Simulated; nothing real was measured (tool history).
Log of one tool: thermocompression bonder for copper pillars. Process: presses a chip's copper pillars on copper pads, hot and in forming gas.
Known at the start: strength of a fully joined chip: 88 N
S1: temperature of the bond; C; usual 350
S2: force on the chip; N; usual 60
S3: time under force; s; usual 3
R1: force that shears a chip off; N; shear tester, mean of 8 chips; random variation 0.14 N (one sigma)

Run 1, hour 0: usual settings. Result: R1 44.6 N.
Run 2, hour 42.4: usual settings but S2 37 N. Result: R1 26.8 N.
Run 3, hour 85.4: usual settings but S3 2 s. Result: R1 38.4 N.
Run 4, hour 125.9: usual settings but S3 2 s. Result: R1 38.6 N.
Run 5, hour 158: usual settings but S1 364 C. Result: R1 51.8 N.
At hour 205.6: force cell calibrated.
Run 6, hour 206.2: usual settings but S1 364 C. Result: R1 51.8 N.
Run 7, hour 236.4: usual settings but S3 8 s. Result: R1 60.2 N.
Run 8, hour 277.9: usual settings but S3 8 s. Result: R1 60.5 N.
Run 9, hour 315.8: usual settings but S3 8 s. Result: R1 60.1 N.
At hour 320.1: forming gas filter changed.
Run 10, hour 369.2: usual settings but S3 8 s. Result: R1 60.3 N.
Run 11, hour 412.5: usual settings but S3 8 s. Result: R1 60.7 N.
Run 12, hour 440.5: usual settings but S3 8 s. Result: R1 60.3 N.
Run 13, hour 505.3: usual settings but S3 8 s. Result: R1 60.5 N.
Run 14, hour 564.8: usual settings but S1 331 C. Result: R1 35.3 N.
Run 15, hour 620.1: usual settings. Result: R1 44.8 N.
Run 16, hour 658.3: usual settings. Result: R1 45.1 N.
Run 17, hour 723: usual settings. Result: R1 45.2 N.
At hour 765.2: heater calibrated with a thermocouple chip.
Run 18, hour 773.4: usual settings. Result: R1 44.6 N.
Run 19, hour 805: usual settings. Result: R1 44.9 N.
Run 20, hour 844.3: usual settings but S1 324 C. Result: R1 32.1 N.
Run 21, hour 883.3: usual settings but S1 362 C, S2 80 N, S3 2 s. Result: R1 57.3 N.
At hour 889.5: forming gas filter changed.
Run 22, hour 929.9: usual settings but S1 362 C, S2 80 N, S3 7 s. Result: R1 76.2 N.
Run 23, hour 989.2: usual settings but S2 64 N, S3 5 s. Result: R1 55.9 N.
Run 24, hour 1023.9: usual settings but S2 64 N, S3 5 s. Result: R1 56.1 N.
Run 25, hour 1080.1: usual settings but S2 64 N, S3 5 s. Result: R1 56.1 N.
Run 26, hour 1113.3: usual settings but S2 64 N, S3 5 s. Result: R1 56.6 N.
Run 27, hour 1178: usual settings but S1 347 C, S2 64 N, S3 5 s. Result: R1 54.5 N.
Run 28, hour 1214.6: usual settings but S1 377 C, S2 43 N. Result: R1 44.4 N.
Run 29, hour 1259.3: usual settings but S1 329 C, S3 5 s. Result: R1 41.9 N.
Run 30, hour 1315.7: usual settings but S1 329 C, S3 5 s. Result: R1 42 N.
Run 31, hour 1371.6: usual settings but S1 336 C. Result: R1 38.1 N.
Run 32, hour 1412.3: usual settings but S1 333 C, S2 45 N, S3 8 s. Result: R1 39.5 N.
At hour 1456.2: forming gas filter changed.
Run 33, hour 1478: usual settings but S1 321 C, S2 68 N, S3 9 s. Result: R1 52.2 N.
Run 34, hour 1514.2: usual settings but S1 365 C, S2 77 N, S3 8 s. Result: R1 78.5 N.
Run 35, hour 1567.7: usual settings but S1 365 C, S2 77 N, S3 8 s. Result: R1 78.6 N.
Run 36, hour 1612.7: usual settings but S1 365 C, S2 77 N, S3 8 s. Result: R1 78.8 N.

The same runs without the tool's hidden state, with the same run-to-run variation:
The hidden state here: true temperature of the bond over the reading, C; force that reaches the chip, % of what is set; oxide that the forming gas leaves, % of the face; drift of the gauge itself on shear_n, %.
run    R1
  1  44.5
  2  26.7
  3  38.4
  4  38.5
  5  51.7
  6  51.6
  7    60
  8  60.2
  9  59.9
 10  59.9
 11  60.2
 12  59.8
 13    60
 14  34.9
 15  44.4
 16  44.6
 17  44.7
 18  44.1
 19  44.4
 20  31.7
 21  56.5
 22  75.1
 23  55.1
 24  55.3
 25  55.2
 26  55.6
 27  53.5
 28  43.6
 29  41.1
 30  41.2
 31  37.3
 32  38.6
 33    51
 34  76.7
 35  76.7
 36  76.8
